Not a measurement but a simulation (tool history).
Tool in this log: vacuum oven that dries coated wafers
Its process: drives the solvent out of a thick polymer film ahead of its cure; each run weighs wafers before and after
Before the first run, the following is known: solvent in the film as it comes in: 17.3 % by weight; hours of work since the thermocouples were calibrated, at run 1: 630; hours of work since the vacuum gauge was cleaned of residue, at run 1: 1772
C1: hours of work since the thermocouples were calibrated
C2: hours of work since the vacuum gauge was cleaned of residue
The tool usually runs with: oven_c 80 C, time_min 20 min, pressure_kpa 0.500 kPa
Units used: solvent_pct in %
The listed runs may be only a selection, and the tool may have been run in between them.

Run 1, hour 0.0: usual settings; C1 630; C2 1772. Result: solvent_pct 1.94 %.
Run 2, hour 100.0: usual settings but oven_c 78 C; C1 670; C2 1812. Result: solvent_pct 2.47 %.
Run 3, hour 149.7: usual settings but oven_c 73 C; C1 690; C2 1832. Result: solvent_pct 4.34 %.
Run 4, hour 260.6: usual settings but time_min 14 min; C1 735; C2 1876. Result: solvent_pct 3.29 %.
Run 5, hour 359.9: usual settings but oven_c 79 C; C1 774; C2 1916. Result: solvent_pct 2.24 %.
Run 6, hour 465.7: usual settings but pressure_kpa 0.831 kPa; C1 817; C2 1959. Result: solvent_pct 2.31 %.
Run 7, hour 533.8: usual settings but pressure_kpa 0.831 kPa; C1 844; C2 1986. Result: solvent_pct 2.29 %.
At hour 596.7: vacuum gauge cleaned of residue and calibrated.
Run 8, hour 600.1: usual settings but time_min 12 min; C1 870; C2 1. Result: solvent_pct 4.15 %.
Run 9, hour 647.8: usual settings but time_min 12 min; C1 889; C2 20. Result: solvent_pct 4.16 %.
Run 10, hour 711.9: usual settings but time_min 12 min; C1 915; C2 46. Result: solvent_pct 4.13 %.
Run 11, hour 822.2: usual settings but pressure_kpa 0.737 kPa; C1 959; C2 90. Result: solvent_pct 2.52 %.
Run 12, hour 887.8: usual settings but pressure_kpa 0.737 kPa; C1 985; C2 117. Result: solvent_pct 2.41 %.
Run 13, hour 996.9: usual settings; C1 1029; C2 160. Result: solvent_pct 2.29 %.
Run 14, hour 1099.8: usual settings but oven_c 83 C, time_min 30 min, pressure_kpa 0.539 kPa; C1 1070; C2 202. Result: solvent_pct 1.17 %.
Run 15, hour 1202.5: usual settings but oven_c 83 C, time_min 11 min, pressure_kpa 1.183 kPa; C1 1111; C2 243. Result: solvent_pct 3.96 %.
At hour 1209.9: vacuum gauge cleaned of residue and calibrated, once more.
Run 16, hour 1294.1: usual settings but oven_c 66 C, time_min 23 min, pressure_kpa 0.562 kPa; C1 1148; C2 34. Result: solvent_pct 6.52 %.
Run 17, hour 1374.6: usual settings but oven_c 77 C, time_min 12 min, pressure_kpa 0.484 kPa; C1 1180; C2 66. Result: solvent_pct 5.12 %.
Run 18, hour 1482.8: usual settings but oven_c 77 C, time_min 12 min, pressure_kpa 0.484 kPa; C1 1223; C2 109. Result: solvent_pct 5.19 %.
Run 19, hour 1549.8: usual settings but oven_c 77 C, pressure_kpa 0.550 kPa; C1 1250; C2 136. Result: solvent_pct 2.74 %.
Run 20, hour 1642.6: usual settings but oven_c 86 C, pressure_kpa 0.550 kPa; C1 1287; C2 173. Result: solvent_pct 0.75 %.
Run 21, hour 1753.0: usual settings but oven_c 72 C, time_min 14 min, pressure_kpa 0.550 kPa; C1 1331; C2 218. Result: solvent_pct 6.58 %.
Run 22, hour 1861.4: usual settings but oven_c 82 C, time_min 27 min, pressure_kpa 0.550 kPa; C1 1375; C2 261. Result: solvent_pct 0.85 %.
Run 23, hour 1972.1: usual settings but oven_c 90 C, time_min 14 min, pressure_kpa 0.405 kPa; C1 1419; C2 305. Result: solvent_pct 0.85 %.
Run 24, hour 2025.9: usual settings but oven_c 90 C, time_min 14 min, pressure_kpa 0.405 kPa; C1 1441; C2 327. Result: solvent_pct 0.87 %.
Run 25, hour 2117.7: usual settings but oven_c 90 C, time_min 14 min, pressure_kpa 0.405 kPa; C1 1478; C2 364. Result: solvent_pct 0.87 %.
Run 26, hour 2180.6: usual settings but oven_c 90 C, time_min 14 min, pressure_kpa 0.405 kPa; C1 1503; C2 389. Result: solvent_pct 0.73 %.

Here are 3 independent what-if runs from the current tool condition. What would each one return?
Run A, hour 2249.1: usual settings but oven_c 67 C, time_min 13 min; C1 1530; C2 416. Result: solvent_pct ?.
Run B, hour 2249.1: usual settings but oven_c 68 C, time_min 14 min, pressure_kpa 0.405 kPa; C1 1530; C2 416. Result: solvent_pct ?.
Run C, hour 2249.1: usual settings but oven_c 84 C, time_min 33 min; C1 1530; C2 416. Result: solvent_pct ?.

run  solvent_pct
  A         8.97
  B         8.22
  C         0.57
Without the tool's hidden state the same runs would have given:
run  solvent_pct
  A         7.92
  B         7.12
  C         0.38

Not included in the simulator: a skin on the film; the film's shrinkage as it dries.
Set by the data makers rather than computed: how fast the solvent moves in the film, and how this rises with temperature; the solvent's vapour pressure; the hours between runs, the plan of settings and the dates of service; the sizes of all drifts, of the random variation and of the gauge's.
